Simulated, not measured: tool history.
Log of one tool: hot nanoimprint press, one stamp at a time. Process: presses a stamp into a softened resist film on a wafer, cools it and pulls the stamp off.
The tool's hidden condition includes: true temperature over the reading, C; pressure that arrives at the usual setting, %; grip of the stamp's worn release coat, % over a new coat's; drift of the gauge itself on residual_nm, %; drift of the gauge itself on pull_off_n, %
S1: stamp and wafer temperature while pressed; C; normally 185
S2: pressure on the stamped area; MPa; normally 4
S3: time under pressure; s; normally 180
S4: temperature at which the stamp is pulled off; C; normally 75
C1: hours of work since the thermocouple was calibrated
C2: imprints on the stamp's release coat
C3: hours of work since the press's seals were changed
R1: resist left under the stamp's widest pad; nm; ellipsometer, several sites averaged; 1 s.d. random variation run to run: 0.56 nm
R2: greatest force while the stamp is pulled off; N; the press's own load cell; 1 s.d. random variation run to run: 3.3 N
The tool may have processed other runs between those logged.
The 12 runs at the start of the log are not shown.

-- day=8.433 stamp cleaned and given a new release coat
run 13 day=8.562 | S1=185 S2=4 S3=180 S4=75 | C1=231 C2=18 C3=325 | R1=303.2 R2=160
run 14 day=9.217 | S1=185 S2=4 S3=180 S4=75 | C1=243 C2=111 C3=337 | R1=304.3 R2=164
run 15 day=10.008 | S1=185 S2=4 S3=180 S4=75 | C1=257 C2=223 C3=351 | R1=304.5 R2=174
run 16 day=10.925 | S1=185 S2=4 S3=345 S4=69 | C1=274 C2=353 C3=368 | R1=248.3 R2=191
run 17 day=11.346 | S1=185 S2=4 S3=238 S4=75 | C1=282 C2=412 C3=376 | R1=279.4 R2=176
run 18 day=11.879 | S1=185 S2=4.27 S3=124 S4=75 | C1=292 C2=488 C3=386 | R1=330.7 R2=176
run 19 day=12.896 | S1=187 S2=4.27 S3=251 S4=75 | C1=310 C2=632 C3=404 | R1=247.6 R2=177
run 20 day=13.521 | S1=187 S2=4.27 S3=251 S4=75 | C1=322 C2=720 C3=416 | R1=247.3 R2=181
run 21 day=14.358 | S1=187 S2=4.96 S3=251 S4=72 | C1=337 C2=839 C3=431 | R1=231.5 R2=205
run 22 day=15.267 | S1=187 S2=4.28 S3=254 S4=72 | C1=354 C2=967 C3=448 | R1=247 R2=212
run 23 day=16.071 | S1=187 S2=4.28 S3=172 S4=78 | C1=369 C2=1081 C3=463 | R1=281.5 R2=189
-- day=16.708 plate thermocouple calibrated
run 24 day=17.225 | S1=187 S2=4.28 S3=172 S4=78 | C1=9 C2=1227 C3=482 | R1=273.7 R2=184
run 25 day=17.929 | S1=180 S2=4 S3=172 S4=60 | C1=22 C2=1327 C3=495 | R1=356.5 R2=282
run 26 day=18.821 | S1=180 S2=4 S3=172 S4=60 | C1=39 C2=1453 C3=511 | R1=358.3 R2=283
-- day=19.15 stamp cleaned and given a new release coat
-- day=19.888 press's hydraulic seals changed and the load cell set to zero
run 27 day=19.942 | S1=180 S2=4 S3=180 S4=75 | C1=49 C2=65 C3=1 | R1=351.8 R2=155
run 28 day=20.688 | S1=196 S2=2.82 S3=275 S4=77 | C1=62 C2=171 C3=15 | R1=199.3 R2=160
run 29 day=21.317 | S1=196 S2=2.82 S3=275 S4=70 | C1=74 C2=260 C3=26 | R1=199.8 R2=196
run 30 day=22.3 | S1=196 S2=2.82 S3=275 S4=70 | C1=92 C2=399 C3=44 | R1=199.5 R2=191

Predict each of these 3 candidate next runs independently; none follows another, all start after run 30:
run A day=23.117 | S1=184 S2=4 S3=180 S4=75 | C1=107 C2=514 C3=59 | R1=? R2=?
run B day=23.117 | S1=181 S2=2.86 S3=311 S4=75 | C1=107 C2=514 C3=59 | R1=? R2=?
run C day=23.117 | S1=177 S2=6.23 S3=275 S4=74 | C1=107 C2=514 C3=59 | R1=? R2=?

run=A R1=309.9 R2=166
run=B R1=335.3 R2=180
run=C R1=299.5 R2=176
Had the tool no hidden state, the same runs would have come out as:
run=A R1=307.9 R2=151
run=B R1=333.3 R2=163
run=C R1=297.3 R2=160

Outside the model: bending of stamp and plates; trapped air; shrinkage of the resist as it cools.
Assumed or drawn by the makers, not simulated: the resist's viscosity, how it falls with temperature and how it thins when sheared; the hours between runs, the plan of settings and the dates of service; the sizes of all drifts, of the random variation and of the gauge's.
